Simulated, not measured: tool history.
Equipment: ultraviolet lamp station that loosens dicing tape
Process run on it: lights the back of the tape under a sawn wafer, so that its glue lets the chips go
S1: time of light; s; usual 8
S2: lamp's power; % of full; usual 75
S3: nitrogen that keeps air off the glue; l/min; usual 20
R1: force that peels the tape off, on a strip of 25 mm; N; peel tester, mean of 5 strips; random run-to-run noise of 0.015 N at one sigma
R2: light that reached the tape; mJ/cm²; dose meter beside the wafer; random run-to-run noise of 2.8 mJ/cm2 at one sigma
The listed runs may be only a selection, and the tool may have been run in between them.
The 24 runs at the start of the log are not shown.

run 25 hour=593.9 | S1=6 S2=80 S3=16 | R1=1.612 R2=277
run 26 hour=614.5 | S1=7 S2=80 S3=7 | R1=1.904 R2=325
run 27 hour=637.4 | S1=8 S2=62 S3=14 | R1=1.695 R2=278
run 28 hour=651.8 | S1=8 S2=78 S3=14 | R1=1.171 R2=348
run 29 hour=681.5 | S1=8 S2=78 S3=14 | R1=1.193 R2=348
run 30 hour=694.9 | S1=8 S2=78 S3=14 | R1=1.18 R2=347
run 31 hour=726 | S1=8 S2=78 S3=29 | R1=0.848 R2=340
run 32 hour=745.6 | S1=12 S2=75 S3=12 | R1=0.65 R2=490
run 33 hour=764.5 | S1=13 S2=61 S3=17 | R1=0.709 R2=433
run 34 hour=782.9 | S1=12 S2=75 S3=29 | R1=0.433 R2=478

Predict the results of run 35:
-- hour=793 window cleaned of glue's vapour
run 35 hour=807.2 | S1=12 S2=75 S3=29 | R1=? R2=?

{"run 35": {"R1": 0.358, "R2": 535}}
Minus the tool's unlogged condition, the same run would have read R1 0.307 N, R2 604 mJ/cm².
